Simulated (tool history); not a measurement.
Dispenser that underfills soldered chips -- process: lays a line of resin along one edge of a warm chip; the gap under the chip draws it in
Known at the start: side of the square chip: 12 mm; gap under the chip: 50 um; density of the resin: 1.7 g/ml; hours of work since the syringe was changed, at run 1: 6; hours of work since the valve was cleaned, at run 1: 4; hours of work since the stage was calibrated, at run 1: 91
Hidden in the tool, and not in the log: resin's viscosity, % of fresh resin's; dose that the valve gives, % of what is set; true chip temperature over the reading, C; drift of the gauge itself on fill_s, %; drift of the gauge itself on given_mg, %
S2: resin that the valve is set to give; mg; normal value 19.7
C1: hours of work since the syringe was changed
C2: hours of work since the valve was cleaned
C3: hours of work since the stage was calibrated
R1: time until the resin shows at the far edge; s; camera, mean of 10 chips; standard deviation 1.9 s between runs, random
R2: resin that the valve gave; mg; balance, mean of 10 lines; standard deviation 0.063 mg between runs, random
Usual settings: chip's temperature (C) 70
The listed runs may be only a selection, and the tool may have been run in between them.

{"run": 1, "hour": 0.0, "chip's temperature (C)": 70, "S2": 19.7, "C1": 6, "C2": 4, "C3": 91, "R1": 249.4, "R2": 19.67}
{"hour": 4.0, "done": "new syringe of resin"}
{"run": 2, "hour": 5.6, "chip's temperature (C)": 70, "S2": 19.7, "C1": 1, "C2": 7, "C3": 95, "R1": 196.4, "R2": 19.67}
{"run": 3, "hour": 10.3, "chip's temperature (C)": 70, "S2": 19.7, "C1": 5, "C2": 11, "C3": 98, "R1": 240.3, "R2": 19.52}
{"run": 4, "hour": 14.4, "chip's temperature (C)": 70, "S2": 19.7, "C1": 8, "C2": 14, "C3": 101, "R1": 276.4, "R2": 19.57}
{"hour": 15.2, "done": "new syringe of resin"}
{"run": 5, "hour": 17.4, "chip's temperature (C)": 70, "S2": 19.7, "C1": 2, "C2": 16, "C3": 103, "R1": 207.1, "R2": 19.51}
{"run": 6, "hour": 21.7, "chip's temperature (C)": 70, "S2": 19.7, "C1": 5, "C2": 19, "C3": 107, "R1": 241.7, "R2": 19.44}
{"hour": 26.3, "done": "new syringe of resin"}
{"run": 7, "hour": 28.4, "chip's temperature (C)": 71, "S2": 19.7, "C1": 2, "C2": 24, "C3": 111, "R1": 202.6, "R2": 19.38}
{"run": 8, "hour": 31.1, "chip's temperature (C)": 71, "S2": 19.7, "C1": 4, "C2": 26, "C3": 113, "R1": 225.3, "R2": 19.34}
{"run": 9, "hour": 34.3, "chip's temperature (C)": 70, "S2": 19.5, "C1": 6, "C2": 28, "C3": 116, "R1": 266.7, "R2": 19.21}
{"hour": 37.3, "done": "new syringe of resin"}
{"run": 10, "hour": 39.6, "chip's temperature (C)": 70, "S2": 19.5, "C1": 2, "C2": 32, "C3": 119, "R1": 206.4, "R2": 19.18}
{"run": 11, "hour": 43.2, "chip's temperature (C)": 70, "S2": 21.1, "C1": 4, "C2": 35, "C3": 122, "R1": 236.4, "R2": 20.64}
{"hour": 48.6, "done": "new syringe of resin"}
{"run": 12, "hour": 49.3, "chip's temperature (C)": 70, "S2": 21.1, "C1": 0, "C2": 39, "C3": 126, "R1": 191.1, "R2": 20.45}
{"run": 13, "hour": 51.9, "chip's temperature (C)": 70, "S2": 21.1, "C1": 2, "C2": 41, "C3": 128, "R1": 214.1, "R2": 20.5}
{"run": 14, "hour": 57.1, "chip's temperature (C)": 78, "S2": 21.1, "C1": 6, "C2": 45, "C3": 132, "R1": 197.7, "R2": 20.24}
{"hour": 59.9, "done": "new syringe of resin"}
{"run": 15, "hour": 60.1, "chip's temperature (C)": 76, "S2": 19.7, "C1": 0, "C2": 47, "C3": 134, "R1": 152.6, "R2": 19.0}
{"run": 16, "hour": 66.2, "chip's temperature (C)": 84, "S2": 19.7, "C1": 5, "C2": 51, "C3": 139, "R1": 146.0, "R2": 19.01}
{"hour": 71.3, "done": "dispensing valve cleaned and set on the balance"}
{"run": 17, "hour": 71.5, "chip's temperature (C)": 66, "S2": 22.5, "C1": 8, "C2": 0, "C3": 142, "R1": 330.8, "R2": 22.52}
{"hour": 72.4, "done": "new syringe of resin"}
{"run": 18, "hour": 75.1, "chip's temperature (C)": 66, "S2": 22.5, "C1": 2, "C2": 3, "C3": 144, "R1": 242.6, "R2": 22.48}
{"run": 19, "hour": 79.8, "chip's temperature (C)": 66, "S2": 22.5, "C1": 5, "C2": 6, "C3": 148, "R1": 292.0, "R2": 22.44}
{"hour": 83.5, "done": "new syringe of resin"}
{"run": 20, "hour": 84.3, "chip's temperature (C)": 72, "S2": 20.5, "C1": 1, "C2": 9, "C3": 151, "R1": 178.0, "R2": 20.36}
{"run": 21, "hour": 88.4, "chip's temperature (C)": 70, "S2": 17.0, "C1": 4, "C2": 12, "C3": 154, "R1": 239.9, "R2": 16.95}
{"run": 22, "hour": 92.1, "chip's temperature (C)": 70, "S2": 17.0, "C1": 6, "C2": 15, "C3": 157, "R1": 275.4, "R2": 16.83}
{"hour": 95.0, "done": "new syringe of resin"}
{"run": 23, "hour": 96.9, "chip's temperature (C)": 70, "S2": 24.2, "C1": 1, "C2": 18, "C3": 160, "R1": 205.5, "R2": 23.9}
{"run": 24, "hour": 99.9, "chip's temperature (C)": 58, "S2": 17.1, "C1": 4, "C2": 20, "C3": 162, "R1": 397.5, "R2": 16.87}
{"run": 25, "hour": 105.2, "chip's temperature (C)": 70, "S2": 17.3, "C1": 8, "C2": 24, "C3": 166, "R1": 302.0, "R2": 16.98}
{"hour": 106.3, "done": "new syringe of resin"}
{"run": 26, "hour": 111.6, "chip's temperature (C)": 70, "S2": 24.2, "C1": 4, "C2": 29, "C3": 170, "R1": 232.6, "R2": 23.63}
{"hour": 117.4, "done": "new syringe of resin"}
{"run": 27, "hour": 117.5, "chip's temperature (C)": 70, "S2": 24.2, "C1": 0, "C2": 33, "C3": 175, "R1": 185.7, "R2": 23.5}
{"run": 28, "hour": 122.2, "chip's temperature (C)": 71, "S2": 19.7, "C1": 4, "C2": 37, "C3": 178, "R1": 226.3, "R2": 19.11}
{"run": 29, "hour": 127.2, "chip's temperature (C)": 62, "S2": 23.0, "C1": 7, "C2": 40, "C3": 182, "R1": 388.4, "R2": 22.25}
{"hour": 128.4, "done": "new syringe of resin"}
{"run": 30, "hour": 131.4, "chip's temperature (C)": 59, "S2": 25.5, "C1": 2, "C2": 43, "C3": 185, "R1": 343.8, "R2": 24.8}
{"run": 31, "hour": 136.3, "chip's temperature (C)": 57, "S2": 19.7, "C1": 6, "C2": 47, "C3": 188, "R1": 455.9, "R2": 19.06}
{"hour": 139.9, "done": "new syringe of resin"}
{"run": 32, "hour": 142.4, "chip's temperature (C)": 67, "S2": 19.5, "C1": 2, "C2": 51, "C3": 193, "R1": 240.6, "R2": 18.7}

Take each entry between the runs: how does the hidden state at the last listed run before it differ from the hidden state at the first listed run after it?
Runs 1 to 2: new syringe of resin (hour 4.0)
  resin's viscosity, % of fresh resin's: 133.6 -> 105.2; dose that the valve gives, % of what is set: 99.77 -> 99.5; true chip temperature over the reading, C: -0.63 -> -0.66
  measured minus no-state result, R1: +67.3 -> +14.6 s; R2: -0.05 -> -0.10 mg
Runs 4 to 5: new syringe of resin (hour 15.2)
  resin's viscosity, % of fresh resin's: 149.7 -> 109.4; dose that the valve gives, % of what is set: 99.04 -> 98.89; true chip temperature over the reading, C: -0.7 -> -0.72
  measured minus no-state result, R1: +96.9 -> +23.2 s; R2: -0.18 -> -0.22 mg
Runs 6 to 7: new syringe of resin (hour 26.3)
  resin's viscosity, % of fresh resin's: 129.9 -> 110; dose that the valve gives, % of what is set: 98.66 -> 98.32; true chip temperature over the reading, C: -0.74 -> -0.77
  measured minus no-state result, R1: +61.0 -> +24.2 s; R2: -0.26 -> -0.33 mg
Runs 9 to 10: new syringe of resin (hour 37.3)
  resin's viscosity, % of fresh resin's: 139.7 -> 108; dose that the valve gives, % of what is set: 98.01 -> 97.75; true chip temperature over the reading, C: -0.8 -> -0.83
  measured minus no-state result, R1: +82.1 -> +21.8 s; R2: -0.39 -> -0.44 mg
Runs 11 to 12: new syringe of resin (hour 48.6)
  resin's viscosity, % of fresh resin's: 124.8 -> 102.1; dose that the valve gives, % of what is set: 97.57 -> 97.25; true chip temperature over the reading, C: -0.84 -> -0.87
  measured minus no-state result, R1: +53.4 -> +10.7 s; R2: -0.52 -> -0.58 mg
Runs 14 to 15: new syringe of resin (hour 59.9)
  resin's viscosity, % of fresh resin's: 139.9 -> 101.4; dose that the valve gives, % of what is set: 96.84 -> 96.72; true chip temperature over the reading, C: -0.91 -> -0.93
  measured minus no-state result, R1: +61.6 -> +7.8 s; R2: -0.67 -> -0.64 mg
Runs 16 to 17: dispensing valve cleaned and set on the balance (hour 71.3)
  resin's viscosity, % of fresh resin's: 129.5 -> 153.9; dose that the valve gives, % of what is set: 96.39 -> 100.06; true chip temperature over the reading, C: -0.96 -> -0.98
  measured minus no-state result, R1: +37.5 -> +124.0 s; R2: -0.72 -> +0.01 mg
Runs 17 to 18: new syringe of resin (hour 72.4)
  resin's viscosity, % of fresh resin's: 153.9 -> 109.5; dose that the valve gives, % of what is set: 100.06 -> 99.88; true chip temperature over the reading, C: -0.98 -> -0.99
  measured minus no-state result, R1: +124.0 -> +29.5 s; R2: +0.01 -> -0.02 mg
Runs 19 to 20: new syringe of resin (hour 83.5)
  resin's viscosity, % of fresh resin's: 132.3 -> 102.5; dose that the valve gives, % of what is set: 99.64 -> 99.41; true chip temperature over the reading, C: -1.02 -> -1.04
  measured minus no-state result, R1: +80.0 -> +11.3 s; R2: -0.08 -> -0.12 mg
Runs 22 to 23: new syringe of resin (hour 95.0)
  resin's viscosity, % of fresh resin's: 140 -> 109.8; dose that the valve gives, % of what is set: 99 -> 98.76; true chip temperature over the reading, C: -1.08 -> -1.1
  measured minus no-state result, R1: +87.1 -> +26.3 s; R2: -0.17 -> -0.30 mg
Runs 25 to 26: new syringe of resin (hour 106.3)
  resin's viscosity, % of fresh resin's: 153.2 -> 122.8; dose that the valve gives, % of what is set: 98.32 -> 97.99; true chip temperature over the reading, C: -1.14 -> -1.17
  measured minus no-state result, R1: +114.1 -> +51.6 s; R2: -0.29 -> -0.48 mg
Runs 26 to 27: new syringe of resin (hour 117.4)
  resin's viscosity, % of fresh resin's: 122.8 -> 99.9; dose that the valve gives, % of what is set: 97.99 -> 97.7; true chip temperature over the reading, C: -1.17 -> -1.2
  measured minus no-state result, R1: +51.6 -> +8.4 s; R2: -0.48 -> -0.56 mg
Runs 29 to 30: new syringe of resin (hour 128.4)
  resin's viscosity, % of fresh resin's: 147.2 -> 114.6; dose that the valve gives, % of what is set: 97.19 -> 96.99; true chip temperature over the reading, C: -1.25 -> -1.27
  measured minus no-state result, R1: +137.9 -> +59.3 s; R2: -0.65 -> -0.78 mg
Runs 31 to 32: new syringe of resin (hour 139.9)
  resin's viscosity, % of fresh resin's: 139.1 -> 109.9; dose that the valve gives, % of what is set: 96.71 -> 96.4; true chip temperature over the reading, C: -1.29 -> -1.32
  measured minus no-state result, R1: +146.6 -> +33.9 s; R2: -0.65 -> -0.70 mg

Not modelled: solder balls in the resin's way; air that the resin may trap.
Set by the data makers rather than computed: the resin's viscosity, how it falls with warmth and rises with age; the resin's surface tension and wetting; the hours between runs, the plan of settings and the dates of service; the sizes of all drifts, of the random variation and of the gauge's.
